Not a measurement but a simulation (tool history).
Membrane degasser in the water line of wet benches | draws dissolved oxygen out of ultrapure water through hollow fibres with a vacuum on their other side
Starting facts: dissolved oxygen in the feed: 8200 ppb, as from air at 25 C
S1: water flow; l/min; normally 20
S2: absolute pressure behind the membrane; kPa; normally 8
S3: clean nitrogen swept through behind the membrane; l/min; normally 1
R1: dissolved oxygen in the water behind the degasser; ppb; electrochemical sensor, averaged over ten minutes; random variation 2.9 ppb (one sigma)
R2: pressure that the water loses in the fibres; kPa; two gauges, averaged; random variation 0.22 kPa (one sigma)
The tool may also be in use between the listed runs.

run    hour  S1     S2    S3     R1     R2
  1       0  20      8     1  293.3  53.48
  2    76.3  20      8     1  295.9  53.55
  3   119.3  20      8     1  295.7  53.25
  4   178.1  20      8     1  300.1  53.18
  5   237.3  20      8     1  297.7  53.28
  6   291.7  20  12.51     1  486.7  53.72
  7   363.2  20  12.51     1  486.6  53.35
      419.1  -- seals of the vacuum lines changed
  8   423.7  20      8     1  301.7  53.48
  9   504.1  20      8     1  299.9  53.69
 10   579.1  20      8     1    300   53.9
 11   654.2  20      8     1  298.4  53.88
 12   727.1  20      8     1  295.1  53.33
 13     800  20      8     1  298.6  54.12
 14     849  20      8     1  303.8  54.06
 15   905.1  20      8     1  304.8  53.69
      910.2  -- vacuum gauge calibrated
 16   980.3  30      8     1  620.9  81.37
 17  1040.7  30      8     1  624.4  81.61
 18  1100.1  20  13.56  1.18    478  53.57
 19  1169.9  12  18.11   2.3  201.6  32.43
 20  1215.4  21  14.36  0.76  733.6  57.09
 21  1288.7  21  14.36  0.76  734.5   56.8
     1318.7  -- vacuum gauge calibrated, once more
 22  1361.2  21  14.36  0.76  713.8  57.05
 23  1446.3  22    9.5  0.58  584.4  59.14
 24  1534.2  20   6.63     1  247.5  54.27
 25  1610.8  20   6.63     1  250.3  54.32
 26    1662  20   6.63     1  246.8  54.15
 27  1713.4  20   6.63     1  246.8  54.41
 28  1774.3  20   6.63     1    249  53.95
 29  1828.9  20   6.63     1  252.7   54.7
 30  1876.8  16    8.5  0.54  364.2  43.95
 31  1919.3  12   7.36  0.49  232.2  32.68

Some steps in R1 between neighbouring runs. How much of each would the tool show without its hidden state too (settings, what came in, random variation), and how much is left for the hidden state, with any gauge scatter that isn't in both results?
Hidden state at play: membrane still open, %; true pressure behind the membrane over the reading, kPa; air that leaks in behind the membrane, l/min; drift of the gauge itself on oxygen_ppb, %; drift of the gauge itself on loss_of_pressure_kpa, %.
Run 15 -> 16: S1 20 -> 30, vacuum gauge calibrated. R1 +316.1 ppb: hidden state +21.4, all else +294.7.
Run 17 -> 18: S1 30 -> 20, S2 8 -> 13.56, S3 1 -> 1.18. R1 -146.4 ppb: hidden state -18.5, all else -127.9.
Run 19 -> 20: S1 12 -> 21, S2 18.11 -> 14.36, S3 2.3 -> 0.76. R1 +532 ppb: hidden state +19.6, all else +512.4.
Run 23 -> 24: S1 22 -> 20, S2 9.5 -> 6.63, S3 0.58 -> 1. R1 -336.9 ppb: hidden state -2.5, all else -334.4.

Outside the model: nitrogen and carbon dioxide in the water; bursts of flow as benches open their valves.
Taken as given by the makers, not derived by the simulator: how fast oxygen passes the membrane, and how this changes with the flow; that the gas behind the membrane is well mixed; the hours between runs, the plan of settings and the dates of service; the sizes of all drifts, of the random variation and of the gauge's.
